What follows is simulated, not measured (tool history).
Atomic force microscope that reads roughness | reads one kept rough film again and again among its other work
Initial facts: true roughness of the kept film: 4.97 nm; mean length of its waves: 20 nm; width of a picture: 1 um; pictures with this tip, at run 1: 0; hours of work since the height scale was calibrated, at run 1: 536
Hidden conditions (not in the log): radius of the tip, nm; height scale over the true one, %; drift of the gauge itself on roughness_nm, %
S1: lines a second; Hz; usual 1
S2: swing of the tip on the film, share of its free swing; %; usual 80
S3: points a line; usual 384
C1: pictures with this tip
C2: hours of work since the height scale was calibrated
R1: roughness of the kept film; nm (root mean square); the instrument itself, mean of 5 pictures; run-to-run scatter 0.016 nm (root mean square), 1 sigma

| run | hour | S1 | S2 | S3 | C1 | C2 | R1 |
|---|---|---|---|---|---|---|---|
| 1 | 0 | 1 | 80 | 384 | 0 | 536 | 3.71 |
| 2 | 17.4 | 1 | 80 | 384 | 39 | 547 | 3.102 |
| 3 | 42.1 | 1 | 80 | 384 | 94 | 563 | 2.472 |
|  | 63.6 | new tip fitted |
| 4 | 79.2 | 1 | 80 | 384 | 35 | 587 | 3.173 |
| 5 | 98 | 1.69 | 80 | 384 | 77 | 599 | 2.549 |
|  | 126.5 | new tip fitted |
| 6 | 138.1 | 1.69 | 80 | 384 | 26 | 625 | 3.194 |
| 7 | 174.2 | 1.69 | 80 | 384 | 107 | 648 | 2.286 |
|  | 191.7 | new tip fitted |
| 8 | 197.9 | 1.69 | 80 | 384 | 14 | 663 | 3.443 |
| 9 | 217.1 | 1 | 80 | 680 | 58 | 676 | 2.982 |
| 10 | 235.2 | 2.57 | 68 | 680 | 98 | 687 | 2.542 |
|  | 254.9 | new tip fitted |
| 11 | 262 | 1.88 | 80 | 384 | 16 | 704 | 3.396 |
| 12 | 292.3 | 1.88 | 80 | 384 | 84 | 724 | 2.54 |
| 13 | 308.7 | 1.88 | 80 | 384 | 121 | 735 | 2.224 |
|  | 319.4 | new tip fitted |
| 14 | 328.1 | 1.88 | 59 | 478 | 20 | 747 | 3.429 |
| 15 | 364.7 | 1.88 | 59 | 995 | 102 | 771 | 2.501 |

Below are 5 alternative next runs, each starting from the tool's condition after run 15. Predict each:
|  | 384.8 | new tip fitted |
| A | 395.2 | 1.97 | 77 | 491 | 24 | 790 | ? |
|  | 384.8 | new tip fitted |
| B | 395.2 | 3.87 | 80 | 524 | 24 | 790 | ? |
|  | 384.8 | new tip fitted |
| C | 395.2 | 3.06 | 63 | 369 | 24 | 790 | ? |
|  | 384.8 | new tip fitted |
| D | 395.2 | 1 | 60 | 816 | 24 | 790 | ? |
|  | 384.8 | new tip fitted |
| E | 395.2 | 1 | 71 | 384 | 24 | 790 | ? |

| run | R1 |
|---|---|
| A | 3.357 |
| B | 3.161 |
| C | 3.367 |
| D | 3.528 |
| E | 3.448 |
Stripped of hidden state, with their random variation kept, the same runs would have yielded:
| run | R1 |
|---|---|
| A | 3.757 |
| B | 3.538 |
| C | 3.77 |
| D | 3.95 |
| E | 3.86 |

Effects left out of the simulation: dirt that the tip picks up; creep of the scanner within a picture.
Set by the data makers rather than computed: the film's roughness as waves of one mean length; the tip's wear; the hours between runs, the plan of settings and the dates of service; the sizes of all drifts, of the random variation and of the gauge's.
